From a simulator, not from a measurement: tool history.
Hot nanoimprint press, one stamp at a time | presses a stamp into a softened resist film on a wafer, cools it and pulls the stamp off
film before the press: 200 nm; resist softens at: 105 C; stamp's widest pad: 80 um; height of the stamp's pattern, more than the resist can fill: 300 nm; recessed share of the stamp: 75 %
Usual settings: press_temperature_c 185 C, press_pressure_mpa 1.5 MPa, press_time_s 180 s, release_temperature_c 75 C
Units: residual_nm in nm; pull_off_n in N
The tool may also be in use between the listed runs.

{"run": 1, "hour": 0.0, "press_temperature_c": 185, "press_pressure_mpa": 1.5, "press_time_s": 180, "release_temperature_c": 75, "residual_nm": 103.5, "pull_off_n": 169}
{"run": 2, "hour": 37.3, "press_temperature_c": 185, "press_pressure_mpa": 1.5, "press_time_s": 180, "release_temperature_c": 75, "residual_nm": 103, "pull_off_n": 168}
{"run": 3, "hour": 55.3, "press_temperature_c": 185, "press_pressure_mpa": 1.5, "press_time_s": 180, "release_temperature_c": 75, "residual_nm": 103.4, "pull_off_n": 168}
{"run": 4, "hour": 95.3, "press_temperature_c": 179, "press_pressure_mpa": 1.5, "press_time_s": 180, "release_temperature_c": 75, "residual_nm": 126, "pull_off_n": 172}
{"run": 5, "hour": 132.7, "press_temperature_c": 179, "press_pressure_mpa": 1.5, "press_time_s": 180, "release_temperature_c": 75, "residual_nm": 125.8, "pull_off_n": 168}
{"run": 6, "hour": 172.9, "press_temperature_c": 179, "press_pressure_mpa": 1.5, "press_time_s": 180, "release_temperature_c": 75, "residual_nm": 125.3, "pull_off_n": 169}
{"run": 7, "hour": 200.9, "press_temperature_c": 179, "press_pressure_mpa": 1.5, "press_time_s": 180, "release_temperature_c": 75, "residual_nm": 125.3, "pull_off_n": 171}
{"run": 8, "hour": 235.9, "press_temperature_c": 179, "press_pressure_mpa": 1.5, "press_time_s": 180, "release_temperature_c": 75, "residual_nm": 124.7, "pull_off_n": 170}
{"run": 9, "hour": 255.7, "press_temperature_c": 185, "press_pressure_mpa": 1.5, "press_time_s": 180, "release_temperature_c": 75, "residual_nm": 101.9, "pull_off_n": 169}
{"run": 10, "hour": 284.3, "press_temperature_c": 185, "press_pressure_mpa": 1.5, "press_time_s": 97, "release_temperature_c": 75, "residual_nm": 123.4, "pull_off_n": 170}
{"run": 11, "hour": 313.0, "press_temperature_c": 185, "press_pressure_mpa": 1.5, "press_time_s": 180, "release_temperature_c": 63, "residual_nm": 101.1, "pull_off_n": 203}
{"run": 12, "hour": 334.5, "press_temperature_c": 185, "press_pressure_mpa": 1.64, "press_time_s": 180, "release_temperature_c": 75, "residual_nm": 96.9, "pull_off_n": 170}
{"run": 13, "hour": 357.4, "press_temperature_c": 185, "press_pressure_mpa": 1.64, "press_time_s": 180, "release_temperature_c": 75, "residual_nm": 97, "pull_off_n": 169}
{"run": 14, "hour": 376.0, "press_temperature_c": 185, "press_pressure_mpa": 1.64, "press_time_s": 180, "release_temperature_c": 75, "residual_nm": 97, "pull_off_n": 171}
{"hour": 413.7, "done": "plate thermocouple calibrated"}
{"run": 15, "hour": 414.8, "press_temperature_c": 185, "press_pressure_mpa": 1.64, "press_time_s": 180, "release_temperature_c": 75, "residual_nm": 97.1, "pull_off_n": 171}
{"hour": 421.3, "done": "gauge calibrated"}
{"run": 16, "hour": 444.5, "press_temperature_c": 175, "press_pressure_mpa": 0.94, "press_time_s": 211, "release_temperature_c": 66, "residual_nm": 156.5, "pull_off_n": 194}
{"run": 17, "hour": 468.1, "press_temperature_c": 185, "press_pressure_mpa": 2.06, "press_time_s": 180, "release_temperature_c": 71, "residual_nm": 89.8, "pull_off_n": 181}
{"run": 18, "hour": 509.7, "press_temperature_c": 185, "press_pressure_mpa": 1.66, "press_time_s": 180, "release_temperature_c": 69, "residual_nm": 98.3, "pull_off_n": 185}
{"run": 19, "hour": 531.0, "press_temperature_c": 185, "press_pressure_mpa": 1.66, "press_time_s": 180, "release_temperature_c": 69, "residual_nm": 98.5, "pull_off_n": 187}
{"hour": 542.2, "done": "stamp cleaned and given a new release coat"}
{"run": 20, "hour": 558.1, "press_temperature_c": 185, "press_pressure_mpa": 1.66, "press_time_s": 180, "release_temperature_c": 69, "residual_nm": 98, "pull_off_n": 185}
{"run": 21, "hour": 593.5, "press_temperature_c": 190, "press_pressure_mpa": 0.94, "press_time_s": 180, "release_temperature_c": 66, "residual_nm": 105.7, "pull_off_n": 194}
{"run": 22, "hour": 626.4, "press_temperature_c": 195, "press_pressure_mpa": 0.94, "press_time_s": 180, "release_temperature_c": 66, "residual_nm": 89.6, "pull_off_n": 195}
{"run": 23, "hour": 646.1, "press_temperature_c": 183, "press_pressure_mpa": 0.94, "press_time_s": 128, "release_temperature_c": 62, "residual_nm": 142.1, "pull_off_n": 204}
{"run": 24, "hour": 680.7, "press_temperature_c": 183, "press_pressure_mpa": 0.94, "press_time_s": 128, "release_temperature_c": 62, "residual_nm": 141.6, "pull_off_n": 203}
{"run": 25, "hour": 709.4, "press_temperature_c": 183, "press_pressure_mpa": 0.94, "press_time_s": 128, "release_temperature_c": 62, "residual_nm": 141.1, "pull_off_n": 206}
{"run": 26, "hour": 746.2, "press_temperature_c": 189, "press_pressure_mpa": 1.54, "press_time_s": 180, "release_temperature_c": 75, "residual_nm": 86.7, "pull_off_n": 169}
{"run": 27, "hour": 786.7, "press_temperature_c": 175, "press_pressure_mpa": 1.37, "press_time_s": 180, "release_temperature_c": 75, "residual_nm": 143.3, "pull_off_n": 168}
{"run": 28, "hour": 809.1, "press_temperature_c": 175, "press_pressure_mpa": 1.37, "press_time_s": 180, "release_temperature_c": 75, "residual_nm": 142.9, "pull_off_n": 171}
{"run": 29, "hour": 834.8, "press_temperature_c": 175, "press_pressure_mpa": 1.37, "press_time_s": 180, "release_temperature_c": 75, "residual_nm": 143.2, "pull_off_n": 170}

5 ways to go on from here, each from the tool as it stands after run 29. What would each give?
{"run": "A", "hour": 856.1, "press_temperature_c": 175, "press_pressure_mpa": 1.37, "press_time_s": 209, "release_temperature_c": 71, "residual_nm": "?", "pull_off_n": "?"}
{"run": "B", "hour": 856.1, "press_temperature_c": 185, "press_pressure_mpa": 1.5, "press_time_s": 180, "release_temperature_c": 73, "residual_nm": "?", "pull_off_n": "?"}
{"run": "C", "hour": 856.1, "press_temperature_c": 188, "press_pressure_mpa": 1.5, "press_time_s": 180, "release_temperature_c": 75, "residual_nm": "?", "pull_off_n": "?"}
{"run": "D", "hour": 856.1, "press_temperature_c": 175, "press_pressure_mpa": 1.37, "press_time_s": 290, "release_temperature_c": 81, "residual_nm": "?", "pull_off_n": "?"}
{"run": "E", "hour": 856.1, "press_temperature_c": 181, "press_pressure_mpa": 1.16, "press_time_s": 218, "release_temperature_c": 75, "residual_nm": "?", "pull_off_n": "?"}

run=A residual_nm=138 pull_off_n=178
run=B residual_nm=100.5 pull_off_n=174
run=C residual_nm=90.6 pull_off_n=172
run=D residual_nm=126.7 pull_off_n=155
run=E residual_nm=120.1 pull_off_n=167
Without the tool's hidden state the same runs would have given:
run=A residual_nm=142.2 pull_off_n=178
run=B residual_nm=103.5 pull_off_n=174
run=C residual_nm=93.3 pull_off_n=171
run=D residual_nm=130.5 pull_off_n=154
run=E residual_nm=123.8 pull_off_n=166
